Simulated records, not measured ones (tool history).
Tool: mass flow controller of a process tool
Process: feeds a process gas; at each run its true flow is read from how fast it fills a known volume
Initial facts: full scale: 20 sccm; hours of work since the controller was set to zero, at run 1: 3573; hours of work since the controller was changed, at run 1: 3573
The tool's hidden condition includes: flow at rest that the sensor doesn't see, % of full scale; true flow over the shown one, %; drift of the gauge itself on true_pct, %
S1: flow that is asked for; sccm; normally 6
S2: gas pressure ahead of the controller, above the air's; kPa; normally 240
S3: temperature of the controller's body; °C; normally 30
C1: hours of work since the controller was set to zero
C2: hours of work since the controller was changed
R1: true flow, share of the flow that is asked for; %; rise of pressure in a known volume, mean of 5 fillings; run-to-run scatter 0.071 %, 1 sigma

run,day,S1,S2,S3,C1,C2,R1
1,0.000,6,240,30,3573,3573,98.49
2,7.238,8,240,30,3656,3656,99.07
3,14.533,6,185,30,3738,3738,98.34
4,23.783,6,185,30,3843,3843,98.44
5,34.988,6,185,30,3970,3970,98.29
6,46.179,6,185,30,4097,4097,98.35
7,57.150,6,185,30,4222,4222,98.13
8,68.217,6,185,30,4347,4347,98.32
9,79.762,6,185,30,4478,4478,98.18
10,87.683,6,185,30,4568,4568,98.20
11,97.188,6,240,30,4676,4676,98.35
12,109.988,6,240,30,4821,4821,98.32
13,116.992,4,240,30,4901,4901,97.23
14,123.225,4,240,34,4972,4972,97.01
# day 124.442: controller's zero set anew
15,134.100,4,240,34,110,5095,95.42
16,140.912,4,200,34,187,5172,95.24
17,148.317,3,240,30,271,5256,93.74
# day 154.433: controller's zero set anew, once more
18,160.504,6,240,31,69,5394,100.31
19,166.275,6,173,30,134,5459,100.12
20,175.258,6,173,30,236,5561,100.19
21,184.812,6,240,30,345,5670,100.29
22,194.092,6,147,30,450,5775,99.95
23,200.592,3,175,31,524,5849,99.60
24,209.862,6,168,30,629,5954,100.01
25,217.754,6,278,32,718,6044,100.38
26,223.246,3,250,30,781,6106,99.82
27,235.725,15,250,32,922,6247,100.83
28,244.942,15,250,32,1027,6352,100.94
29,254.317,15,268,32,1133,6458,100.97
30,264.675,3,160,38,1251,6576,98.92
31,276.146,19,191,38,1381,6706,100.72

What will run 32 give?
32,281.346,19,191,38,1440,6765,?

R1: 100.73 %
If the tool had no hidden condition, the same run with the same run-to-run variation would have returned R1 99.60 %.
